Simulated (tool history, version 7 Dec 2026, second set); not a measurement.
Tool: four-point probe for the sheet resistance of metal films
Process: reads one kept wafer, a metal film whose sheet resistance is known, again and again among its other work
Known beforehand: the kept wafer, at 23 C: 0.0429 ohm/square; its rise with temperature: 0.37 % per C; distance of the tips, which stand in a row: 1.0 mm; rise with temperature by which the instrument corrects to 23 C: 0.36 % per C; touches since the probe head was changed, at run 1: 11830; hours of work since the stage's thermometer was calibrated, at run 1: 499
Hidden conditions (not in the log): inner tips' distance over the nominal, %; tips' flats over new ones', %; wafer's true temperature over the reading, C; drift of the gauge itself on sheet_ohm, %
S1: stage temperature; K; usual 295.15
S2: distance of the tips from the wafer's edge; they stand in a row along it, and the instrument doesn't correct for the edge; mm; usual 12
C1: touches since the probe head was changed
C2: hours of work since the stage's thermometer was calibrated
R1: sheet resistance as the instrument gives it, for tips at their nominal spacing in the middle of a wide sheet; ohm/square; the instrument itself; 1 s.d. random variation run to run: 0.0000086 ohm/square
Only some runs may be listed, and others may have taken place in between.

{"run": 1, "hour": 0.0, "S1": 295.15, "S2": 12, "C1": 11830, "C2": 499, "R1": 0.042972}
{"run": 2, "hour": 27.5, "S1": 295.15, "S2": 13, "C1": 12402, "C2": 513, "R1": 0.042941}
{"run": 3, "hour": 85.1, "S1": 295.15, "S2": 20, "C1": 13600, "C2": 543, "R1": 0.042871}
{"run": 4, "hour": 113.8, "S1": 299.15, "S2": 12, "C1": 14197, "C2": 558, "R1": 0.043001}
{"run": 5, "hour": 168.9, "S1": 299.15, "S2": 12, "C1": 15344, "C2": 586, "R1": 0.042982}
{"run": 6, "hour": 222.6, "S1": 299.15, "S2": 12, "C1": 16461, "C2": 614, "R1": 0.042988}
{"run": 7, "hour": 264.6, "S1": 299.15, "S2": 12, "C1": 17335, "C2": 636, "R1": 0.042981}
{"run": 8, "hour": 290.5, "S1": 299.15, "S2": 12, "C1": 17874, "C2": 649, "R1": 0.042991}
{"run": 9, "hour": 325.1, "S1": 304.15, "S2": 12, "C1": 18595, "C2": 667, "R1": 0.043013}
{"run": 10, "hour": 368.2, "S1": 304.15, "S2": 24, "C1": 19492, "C2": 689, "R1": 0.04289}
{"run": 11, "hour": 424.0, "S1": 304.15, "S2": 7, "C1": 20653, "C2": 718, "R1": 0.043315}
{"run": 12, "hour": 472.5, "S1": 304.15, "S2": 7, "C1": 21662, "C2": 743, "R1": 0.043317}
{"run": 13, "hour": 530.0, "S1": 295.15, "S2": 12, "C1": 22857, "C2": 773, "R1": 0.042941}
{"run": 14, "hour": 589.2, "S1": 295.15, "S2": 12, "C1": 24089, "C2": 803, "R1": 0.042939}
{"run": 15, "hour": 639.3, "S1": 295.15, "S2": 12, "C1": 25133, "C2": 829, "R1": 0.042936}
{"run": 16, "hour": 690.4, "S1": 295.15, "S2": 12, "C1": 26195, "C2": 855, "R1": 0.042937}
{"run": 17, "hour": 727.1, "S1": 295.15, "S2": 12, "C1": 26959, "C2": 874, "R1": 0.042936}
{"run": 18, "hour": 773.9, "S1": 295.15, "S2": 12, "C1": 27933, "C2": 898, "R1": 0.042937}
{"run": 19, "hour": 816.3, "S1": 295.15, "S2": 12, "C1": 28814, "C2": 920, "R1": 0.042932}
{"run": 20, "hour": 875.4, "S1": 295.15, "S2": 12, "C1": 30044, "C2": 951, "R1": 0.042909}
{"run": 21, "hour": 901.7, "S1": 295.15, "S2": 12, "C1": 30591, "C2": 964, "R1": 0.042931}
{"run": 22, "hour": 929.7, "S1": 295.15, "S2": 12, "C1": 31174, "C2": 979, "R1": 0.042903}
{"run": 23, "hour": 976.1, "S1": 295.15, "S2": 4, "C1": 32140, "C2": 1003, "R1": 0.044131}
{"run": 24, "hour": 1031.2, "S1": 295.15, "S2": 59, "C1": 33286, "C2": 1031, "R1": 0.042752}
{"hour": 1035.6, "done": "stage's thermometer calibrated"}
{"run": 25, "hour": 1080.1, "S1": 295.15, "S2": 59, "C1": 34292, "C2": 23, "R1": 0.042741}
{"hour": 1129.4, "done": "stage's thermometer calibrated, once more"}
{"run": 26, "hour": 1136.7, "S1": 299.15, "S2": 4, "C1": 35461, "C2": 4, "R1": 0.044204}
{"run": 27, "hour": 1195.8, "S1": 299.15, "S2": 26, "C1": 36689, "C2": 34, "R1": 0.042835}
{"run": 28, "hour": 1236.8, "S1": 299.15, "S2": 16, "C1": 37542, "C2": 55, "R1": 0.042907}
{"run": 29, "hour": 1287.4, "S1": 302.15, "S2": 51, "C1": 38596, "C2": 82, "R1": 0.042821}
{"run": 30, "hour": 1338.6, "S1": 299.15, "S2": 9, "C1": 39661, "C2": 108, "R1": 0.04308}
{"run": 31, "hour": 1388.3, "S1": 299.15, "S2": 9, "C1": 40695, "C2": 134, "R1": 0.043082}
{"run": 32, "hour": 1428.7, "S1": 295.15, "S2": 7, "C1": 41536, "C2": 154, "R1": 0.043235}
{"run": 33, "hour": 1476.0, "S1": 295.15, "S2": 51, "C1": 42519, "C2": 179, "R1": 0.042771}
{"run": 34, "hour": 1525.3, "S1": 295.15, "S2": 51, "C1": 43546, "C2": 204, "R1": 0.042775}
{"run": 35, "hour": 1559.1, "S1": 296.15, "S2": 22, "C1": 44249, "C2": 222, "R1": 0.042813}
{"run": 36, "hour": 1583.2, "S1": 293.15, "S2": 12, "C1": 44751, "C2": 234, "R1": 0.042906}
{"run": 37, "hour": 1617.7, "S1": 293.15, "S2": 12, "C1": 45469, "C2": 252, "R1": 0.042889}
{"run": 38, "hour": 1658.5, "S1": 299.15, "S2": 6, "C1": 46318, "C2": 273, "R1": 0.043422}
{"run": 39, "hour": 1684.1, "S1": 292.15, "S2": 17, "C1": 46850, "C2": 286, "R1": 0.042813}

Run 40 is up next; what results do you expect?
{"run": 40, "hour": 1737.5, "S1": 295.15, "S2": 37, "C1": 47960, "C2": 314, "R1": "?"}

Run 40 produced R1 0.042772 ohm/square.
On a tool with no hidden condition, and with the same random variation, this run would have come out at R1 0.042912 ohm/square.
